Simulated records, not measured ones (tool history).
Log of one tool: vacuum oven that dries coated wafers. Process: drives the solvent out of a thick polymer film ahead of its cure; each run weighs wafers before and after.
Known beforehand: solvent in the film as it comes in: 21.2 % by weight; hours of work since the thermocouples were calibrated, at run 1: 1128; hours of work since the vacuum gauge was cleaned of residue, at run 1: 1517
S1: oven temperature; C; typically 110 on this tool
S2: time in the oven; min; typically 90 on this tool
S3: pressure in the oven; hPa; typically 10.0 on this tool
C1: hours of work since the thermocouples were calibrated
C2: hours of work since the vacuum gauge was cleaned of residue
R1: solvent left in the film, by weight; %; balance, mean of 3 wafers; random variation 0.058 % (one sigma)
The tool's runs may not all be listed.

run 1 day=0.000 | S1=110 S2=90 S3=10.0 | C1=1128 C2=1517 | R1=2.91
run 2 day=3.196 | S1=110 S2=90 S3=10.0 | C1=1159 C2=1548 | R1=2.91
run 3 day=6.404 | S1=110 S2=90 S3=10.0 | C1=1190 C2=1578 | R1=3.04
run 4 day=8.496 | S1=110 S2=90 S3=10.0 | C1=1210 C2=1599 | R1=3.05
run 5 day=10.850 | S1=96 S2=90 S3=10.0 | C1=1232 C2=1621 | R1=6.01
run 6 day=14.304 | S1=96 S2=90 S3=10.0 | C1=1266 C2=1654 | R1=5.94
run 7 day=17.754 | S1=96 S2=90 S3=10.0 | C1=1299 C2=1688 | R1=6.00
run 8 day=21.717 | S1=96 S2=90 S3=10.0 | C1=1337 C2=1726 | R1=6.03
run 9 day=26.000 | S1=110 S2=64 S3=10.0 | C1=1378 C2=1767 | R1=4.56
run 10 day=30.308 | S1=110 S2=64 S3=10.0 | C1=1419 C2=1808 | R1=4.60
-- day=32.329 oven's thermocouples calibrated
run 11 day=33.962 | S1=110 S2=64 S3=10.0 | C1=16 C2=1843 | R1=4.68
run 12 day=36.683 | S1=110 S2=64 S3=10.0 | C1=42 C2=1869 | R1=4.64
run 13 day=41.117 | S1=110 S2=64 S3=10.0 | C1=84 C2=1911 | R1=4.61
run 14 day=45.838 | S1=110 S2=64 S3=10.0 | C1=130 C2=1957 | R1=4.63
run 15 day=50.579 | S1=110 S2=64 S3=10.0 | C1=175 C2=2002 | R1=4.47
-- day=52.142 oven's thermocouples calibrated, once more
run 16 day=52.892 | S1=110 S2=64 S3=10.0 | C1=7 C2=2024 | R1=4.96
run 17 day=56.762 | S1=103 S2=90 S3=10.0 | C1=44 C2=2061 | R1=4.81
run 18 day=60.254 | S1=103 S2=90 S3=10.0 | C1=78 C2=2095 | R1=4.76
run 19 day=65.038 | S1=103 S2=90 S3=10.0 | C1=124 C2=2141 | R1=4.85
run 20 day=69.071 | S1=103 S2=51 S3=10.0 | C1=163 C2=2179 | R1=8.00
run 21 day=71.279 | S1=125 S2=90 S3=10.0 | C1=184 C2=2201 | R1=1.42
run 22 day=73.571 | S1=125 S2=90 S3=10.0 | C1=206 C2=2223 | R1=1.30
run 23 day=77.542 | S1=125 S2=90 S3=10.0 | C1=244 C2=2261 | R1=1.44
run 24 day=80.004 | S1=110 S2=90 S3=10.0 | C1=268 C2=2285 | R1=3.27
run 25 day=84.321 | S1=110 S2=90 S3=10.0 | C1=309 C2=2326 | R1=3.32
run 26 day=87.108 | S1=96 S2=52 S3=5.4 | C1=336 C2=2353 | R1=9.31
run 27 day=91.692 | S1=120 S2=156 S3=11.8 | C1=380 C2=2397 | R1=0.92
run 28 day=93.912 | S1=101 S2=73 S3=18.3 | C1=402 C2=2418 | R1=6.88
run 29 day=97.517 | S1=96 S2=66 S3=32.1 | C1=436 C2=2453 | R1=9.69
run 30 day=101.396 | S1=119 S2=120 S3=7.9 | C1=474 C2=2490 | R1=1.17
run 31 day=103.862 | S1=116 S2=147 S3=28.4 | C1=497 C2=2514 | R1=2.00
-- day=105.538 vacuum gauge cleaned of residue and calibrated
run 32 day=107.867 | S1=119 S2=68 S3=10.5 | C1=535 C2=22 | R1=2.61
run 33 day=111.012 | S1=119 S2=68 S3=10.5 | C1=565 C2=53 | R1=2.56
run 34 day=115.138 | S1=118 S2=68 S3=9.1 | C1=605 C2=92 | R1=2.54
run 35 day=119.575 | S1=118 S2=68 S3=9.1 | C1=648 C2=135 | R1=2.67
run 36 day=122.221 | S1=118 S2=98 S3=9.1 | C1=673 C2=160 | R1=1.46
run 37 day=127.050 | S1=110 S2=54 S3=9.1 | C1=720 C2=207 | R1=5.48
run 38 day=131.204 | S1=111 S2=54 S3=6.1 | C1=760 C2=247 | R1=5.19
run 39 day=135.896 | S1=110 S2=77 S3=6.2 | C1=805 C2=292 | R1=3.27
run 40 day=140.571 | S1=110 S2=77 S3=6.2 | C1=850 C2=337 | R1=3.42
run 41 day=144.229 | S1=106 S2=56 S3=6.2 | C1=885 C2=372 | R1=6.14
run 42 day=149.012 | S1=106 S2=108 S3=6.2 | C1=931 C2=418 | R1=2.50
run 43 day=151.162 | S1=107 S2=67 S3=10.1 | C1=951 C2=439 | R1=4.98
run 44 day=155.100 | S1=108 S2=77 S3=10.0 | C1=989 C2=477 | R1=3.98

The next listed run, before its measurement:
run 45 day=157.396 | S1=108 S2=89 S3=16.5 | C1=1011 C2=499 | R1=?

{"run 45": {"R1": 3.65}}
Minus the tool's unlogged condition, the same run would have read R1 3.73 %.
